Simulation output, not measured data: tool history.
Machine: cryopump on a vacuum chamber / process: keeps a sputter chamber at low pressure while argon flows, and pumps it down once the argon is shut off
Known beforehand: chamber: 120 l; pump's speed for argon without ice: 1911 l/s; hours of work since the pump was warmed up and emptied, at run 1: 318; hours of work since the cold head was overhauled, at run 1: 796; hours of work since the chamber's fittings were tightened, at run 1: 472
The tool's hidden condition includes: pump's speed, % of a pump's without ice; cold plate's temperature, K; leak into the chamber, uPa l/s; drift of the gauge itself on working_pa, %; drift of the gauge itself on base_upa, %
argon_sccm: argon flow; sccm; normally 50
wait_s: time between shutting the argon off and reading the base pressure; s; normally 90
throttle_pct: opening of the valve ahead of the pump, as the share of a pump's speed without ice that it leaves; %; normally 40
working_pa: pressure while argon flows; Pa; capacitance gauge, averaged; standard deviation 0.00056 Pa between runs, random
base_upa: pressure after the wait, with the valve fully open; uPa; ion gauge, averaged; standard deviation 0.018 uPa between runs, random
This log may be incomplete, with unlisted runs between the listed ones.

| run | hour | argon_sccm | wait_s | throttle_pct | hours of work since the pump was warmed up and emptied | hours of work since the cold head was overhauled | hours of work since the chamber's fittings were tightened | working_pa | base_upa |
|---|---|---|---|---|---|---|---|---|---|
| 1 | 0 | 50 | 90 | 40 | 318 | 796 | 472 | 0.1168 | 1.16 |
| 2 | 50.5 | 50 | 90 | 40 | 341 | 819 | 495 | 0.1172 | 1.18 |
| 3 | 109.1 | 50 | 90 | 40 | 367 | 845 | 521 | 0.1179 | 1.18 |
| 4 | 158.2 | 50 | 90 | 40 | 390 | 868 | 544 | 0.1188 | 1.2 |
| 5 | 210 | 50 | 90 | 40 | 413 | 891 | 567 | 0.1187 | 1.2 |
| 6 | 262.3 | 50 | 90 | 40 | 437 | 915 | 591 | 0.1172 | 1.23 |
|  | 309.4 | pump warmed up, emptied and cooled again |
| 7 | 323.1 | 50 | 256 | 40 | 6 | 940 | 616 | 0.1117 | 0.61 |
| 8 | 383 | 50 | 90 | 40 | 33 | 967 | 643 | 0.1116 | 1.15 |
| 9 | 430 | 50 | 27 | 40 | 54 | 988 | 664 | 0.1126 | 3.14 |
| 10 | 477.7 | 50 | 27 | 40 | 76 | 1010 | 686 | 0.1121 | 3.13 |
| 11 | 538 | 50 | 27 | 40 | 103 | 1037 | 713 | 0.113 | 3.19 |
| 12 | 584.6 | 50 | 90 | 40 | 124 | 1058 | 734 | 0.1133 | 1.25 |
| 13 | 629.2 | 50 | 90 | 40 | 144 | 1078 | 754 | 0.1142 | 1.22 |
| 14 | 688.8 | 30 | 90 | 40 | 171 | 1105 | 781 | 0.0681 | 1.23 |
| 15 | 741.5 | 30 | 36 | 40 | 195 | 1129 | 805 | 0.0687 | 2.54 |
| 16 | 803 | 30 | 36 | 40 | 223 | 1156 | 833 | 0.0692 | 2.43 |
| 17 | 849.3 | 30 | 36 | 40 | 244 | 1177 | 853 | 0.0703 | 2.53 |
| 18 | 906.5 | 30 | 36 | 40 | 270 | 1203 | 879 | 0.0697 | 2.5 |
| 19 | 941 | 30 | 36 | 40 | 285 | 1219 | 895 | 0.0701 | 2.52 |
| 20 | 999.9 | 30 | 36 | 40 | 312 | 1245 | 921 | 0.0696 | 2.55 |
| 21 | 1049 | 98 | 36 | 44 | 334 | 1268 | 944 | 0.21 | 2.54 |
| 22 | 1108.1 | 48 | 224 | 40 | 361 | 1294 | 970 | 0.1138 | 0.77 |
| 23 | 1139.3 | 24 | 90 | 38 | 375 | 1308 | 984 | 0.0593 | 1.27 |
| 24 | 1179.7 | 25 | 48 | 54 | 393 | 1327 | 1003 | 0.0448 | 2 |
| 25 | 1205.7 | 25 | 48 | 54 | 405 | 1338 | 1014 | 0.0455 | 2.05 |
| 26 | 1232.7 | 25 | 48 | 54 | 417 | 1350 | 1027 | 0.0443 | 2 |
| 27 | 1274.6 | 22 | 75 | 40 | 436 | 1369 | 1046 | 0.0526 | 1.47 |
|  | 1323.9 | pump warmed up, emptied and cooled again |
| 28 | 1334.3 | 62 | 75 | 38 | 5 | 1394 | 1070 | 0.1463 | 1.41 |
| 29 | 1364.1 | 62 | 75 | 38 | 18 | 1408 | 1084 | 0.1464 | 1.38 |
| 30 | 1403.3 | 62 | 75 | 38 | 36 | 1425 | 1101 | 0.1462 | 1.43 |
| 31 | 1436.8 | 29 | 58 | 37 | 51 | 1440 | 1116 | 0.0705 | 1.71 |
| 32 | 1469 | 29 | 58 | 37 | 66 | 1455 | 1131 | 0.0713 | 1.72 |
| 33 | 1513.7 | 29 | 58 | 37 | 86 | 1475 | 1151 | 0.0706 | 1.7 |
| 34 | 1554.4 | 40 | 90 | 40 | 104 | 1494 | 1170 | 0.0905 | 1.27 |

Alternative continuations, all from the tool just after run 34; predict every row:
| A | 1584 | 42 | 92 | 55 | 117 | 1507 | 1183 | ? | ? |
| B | 1584 | 45 | 90 | 40 | 117 | 1507 | 1183 | ? | ? |
| C | 1584 | 23 | 150 | 16 | 117 | 1507 | 1183 | ? | ? |

| run | working_pa | base_upa |
|---|---|---|
| A | 0.07 | 1.25 |
| B | 0.1024 | 1.3 |
| C | 0.1282 | 0.92 |
The same runs, with their run-to-run variation unchanged, on a tool lacking any hidden condition would have given:
| run | working_pa | base_upa |
|---|---|---|
| A | 0.0675 | 0.97 |
| B | 0.0998 | 1.02 |
| C | 0.1269 | 0.65 |
